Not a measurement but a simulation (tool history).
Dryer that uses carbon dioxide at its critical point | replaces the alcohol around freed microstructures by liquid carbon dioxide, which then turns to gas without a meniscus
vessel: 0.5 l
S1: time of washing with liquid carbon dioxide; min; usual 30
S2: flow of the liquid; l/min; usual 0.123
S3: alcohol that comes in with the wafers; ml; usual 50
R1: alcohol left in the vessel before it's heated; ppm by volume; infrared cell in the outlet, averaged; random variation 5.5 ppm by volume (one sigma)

{"run": 1, "hour": 0.0, "S1": 30, "S2": 0.123, "S3": 50, "R1": 188}
{"run": 2, "hour": 22.2, "S1": 30, "S2": 0.123, "S3": 50, "R1": 197}
{"run": 3, "hour": 43.2, "S1": 30, "S2": 0.123, "S3": 50, "R1": 197}
{"run": 4, "hour": 69.3, "S1": 30, "S2": 0.09, "S3": 50, "R1": 1191}
{"run": 5, "hour": 83.8, "S1": 30, "S2": 0.09, "S3": 50, "R1": 1162}
{"run": 6, "hour": 110.9, "S1": 30, "S2": 0.09, "S3": 50, "R1": 1164}
{"run": 7, "hour": 128.5, "S1": 30, "S2": 0.123, "S3": 104, "R1": 425}
{"run": 8, "hour": 155.5, "S1": 30, "S2": 0.123, "S3": 104, "R1": 432}
{"run": 9, "hour": 174.9, "S1": 30, "S2": 0.123, "S3": 104, "R1": 442}
{"run": 10, "hour": 187.3, "S1": 30, "S2": 0.123, "S3": 104, "R1": 446}
{"run": 11, "hour": 213.2, "S1": 30, "S2": 0.123, "S3": 50, "R1": 237}
{"run": 12, "hour": 231.6, "S1": 30, "S2": 0.123, "S3": 50, "R1": 237}
{"run": 13, "hour": 251.7, "S1": 30, "S2": 0.123, "S3": 50, "R1": 244}
{"run": 14, "hour": 266.1, "S1": 30, "S2": 0.123, "S3": 50, "R1": 246}
{"run": 15, "hour": 288.9, "S1": 30, "S2": 0.123, "S3": 50, "R1": 251}
{"run": 16, "hour": 303.0, "S1": 30, "S2": 0.123, "S3": 50, "R1": 249}
{"run": 17, "hour": 328.1, "S1": 21, "S2": 0.158, "S3": 57, "R1": 460}
{"run": 18, "hour": 349.4, "S1": 21, "S2": 0.158, "S3": 57, "R1": 450}
{"run": 19, "hour": 366.2, "S1": 21, "S2": 0.158, "S3": 57, "R1": 453}
{"run": 20, "hour": 384.2, "S1": 21, "S2": 0.158, "S3": 57, "R1": 473}
{"run": 21, "hour": 405.8, "S1": 30, "S2": 0.104, "S3": 75, "R1": 1046}
{"run": 22, "hour": 426.7, "S1": 45, "S2": 0.128, "S3": 75, "R1": 42}
{"run": 23, "hour": 454.3, "S1": 45, "S2": 0.128, "S3": 75, "R1": 42}
{"run": 24, "hour": 469.2, "S1": 30, "S2": 0.153, "S3": 50, "R1": 80}
{"run": 25, "hour": 489.6, "S1": 30, "S2": 0.158, "S3": 38, "R1": 63}
{"run": 26, "hour": 510.6, "S1": 29, "S2": 0.145, "S3": 50, "R1": 138}
{"run": 27, "hour": 531.8, "S1": 35, "S2": 0.126, "S3": 38, "R1": 101}
{"run": 28, "hour": 554.7, "S1": 35, "S2": 0.126, "S3": 38, "R1": 93}
{"run": 29, "hour": 575.7, "S1": 35, "S2": 0.126, "S3": 38, "R1": 96}

Forecast each of these 3 alternatives for the next run:
{"run": "A", "hour": 587.5, "S1": 30, "S2": 0.167, "S3": 77, "R1": "?"}
{"run": "B", "hour": 587.5, "S1": 35, "S2": 0.133, "S3": 38, "R1": "?"}
{"run": "C", "hour": 587.5, "S1": 46, "S2": 0.126, "S3": 38, "R1": "?"}

run=A R1=64
run=B R1=73
run=C R1=38
Without the tool's hidden state the same runs would have given:
run=A R1=11
run=B R1=22
run=C R1=9
